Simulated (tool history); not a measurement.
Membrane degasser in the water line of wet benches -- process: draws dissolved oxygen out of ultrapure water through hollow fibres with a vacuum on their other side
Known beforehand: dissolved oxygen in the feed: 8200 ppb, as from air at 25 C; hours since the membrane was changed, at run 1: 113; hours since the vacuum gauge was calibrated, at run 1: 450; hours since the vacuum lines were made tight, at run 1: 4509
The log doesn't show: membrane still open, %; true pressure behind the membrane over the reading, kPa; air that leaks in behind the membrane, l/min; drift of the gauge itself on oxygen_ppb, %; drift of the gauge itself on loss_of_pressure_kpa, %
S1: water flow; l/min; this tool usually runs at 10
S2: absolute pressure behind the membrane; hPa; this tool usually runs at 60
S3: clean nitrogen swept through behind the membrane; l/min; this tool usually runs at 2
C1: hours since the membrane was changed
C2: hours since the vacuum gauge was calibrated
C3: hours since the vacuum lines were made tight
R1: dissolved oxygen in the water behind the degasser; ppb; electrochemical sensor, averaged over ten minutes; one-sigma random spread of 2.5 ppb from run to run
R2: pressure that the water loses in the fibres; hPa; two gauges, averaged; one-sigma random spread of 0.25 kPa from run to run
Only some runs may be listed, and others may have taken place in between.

| run | hour | S1 | S2 | S3 | C1 | C2 | C3 | R1 | R2 |
|---|---|---|---|---|---|---|---|---|---|
| 1 | 0 | 10 | 60 | 2 | 113 | 450 | 4509 | 245.1 | 665.2 |
| 2 | 74.4 | 10 | 60 | 2 | 188 | 524 | 4584 | 244.2 | 672.6 |
| 3 | 119.9 | 10 | 60 | 2 | 233 | 570 | 4629 | 244 | 675.3 |
| 4 | 199.9 | 10 | 60 | 2 | 313 | 650 | 4709 | 244 | 667.6 |
| 5 | 265.6 | 10 | 60 | 2 | 379 | 715 | 4775 | 240.1 | 672.5 |
| 6 | 329.7 | 10 | 60 | 2 | 443 | 780 | 4839 | 246.3 | 671.4 |
| 7 | 362.6 | 10 | 48.9 | 2 | 476 | 812 | 4872 | 226.2 | 672.5 |
| 8 | 425.8 | 10 | 67.7 | 2 | 539 | 876 | 4935 | 247.4 | 669.1 |
| 9 | 491.7 | 10 | 60 | 2 | 605 | 942 | 5001 | 246.3 | 678.3 |
| 10 | 552.2 | 10 | 60 | 2 | 665 | 1002 | 5061 | 246.5 | 672.7 |
| 11 | 601.5 | 10 | 60 | 5.62 | 715 | 1051 | 5111 | 223.9 | 674.6 |
| 12 | 674.7 | 10 | 54.3 | 5.62 | 788 | 1125 | 5184 | 218.5 | 675.6 |
| 13 | 744.6 | 10 | 54.3 | 2.61 | 858 | 1194 | 5254 | 230.5 | 675 |
| 14 | 780.8 | 10 | 60 | 2.2 | 894 | 1231 | 5290 | 241 | 671.8 |
| 15 | 843 | 16 | 78.5 | 5.56 | 956 | 1293 | 5352 | 539 | 1082.5 |
| 16 | 887 | 16 | 78.5 | 5.56 | 1000 | 1337 | 5396 | 538.6 | 1078 |
| 17 | 926 | 8 | 78.5 | 5.56 | 1039 | 1376 | 5435 | 144.6 | 538.8 |
| 18 | 1003.3 | 8 | 78.5 | 5.56 | 1117 | 1453 | 5513 | 140.7 | 533.5 |
| 19 | 1077.3 | 11 | 101.3 | 2.8 | 1191 | 1527 | 5586 | 318.4 | 732.8 |
| 20 | 1131.5 | 14 | 39.4 | 2 | 1245 | 1581 | 5641 | 423.4 | 938 |
| 21 | 1172 | 10 | 60 | 4.6 | 1285 | 1622 | 5681 | 224.6 | 669 |
| 22 | 1231.5 | 13 | 52.4 | 1.07 | 1345 | 1681 | 5741 | 409.3 | 867.7 |
| 23 | 1265.4 | 6 | 60 | 2.41 | 1379 | 1715 | 5775 | 76.9 | 403.5 |
| 24 | 1322.1 | 8 | 113.4 | 1.63 | 1435 | 1772 | 5831 | 221.4 | 539.7 |
| 25 | 1361.4 | 10 | 73.2 | 2 | 1475 | 1811 | 5871 | 259 | 674.2 |
| 26 | 1428.7 | 10 | 46.4 | 2 | 1542 | 1879 | 5938 | 231.3 | 672.6 |
| 27 | 1490.4 | 10 | 65.3 | 1.12 | 1604 | 1940 | 6000 | 273.2 | 670 |
| 28 | 1542.9 | 15 | 56.9 | 2 | 1656 | 1993 | 6052 | 498.5 | 1007.3 |

Alternative continuations, all from the tool just after run 28; predict every row:
| A | 1621.7 | 9 | 71.2 | 2 | 1735 | 2072 | 6131 | ? | ? |
| B | 1621.7 | 9 | 44.6 | 2 | 1735 | 2072 | 6131 | ? | ? |
| C | 1621.7 | 7 | 81.5 | 1.02 | 1735 | 2072 | 6131 | ? | ? |

| run | R1 | R2 |
|---|---|---|
| A | 209 | 605.3 |
| B | 181.1 | 607.5 |
| C | 166.4 | 469.1 |
Without the tool's hidden state the same runs would have given:
| run | R1 | R2 |
|---|---|---|
| A | 209 | 605.3 |
| B | 181 | 607.4 |
| C | 166.3 | 469.1 |
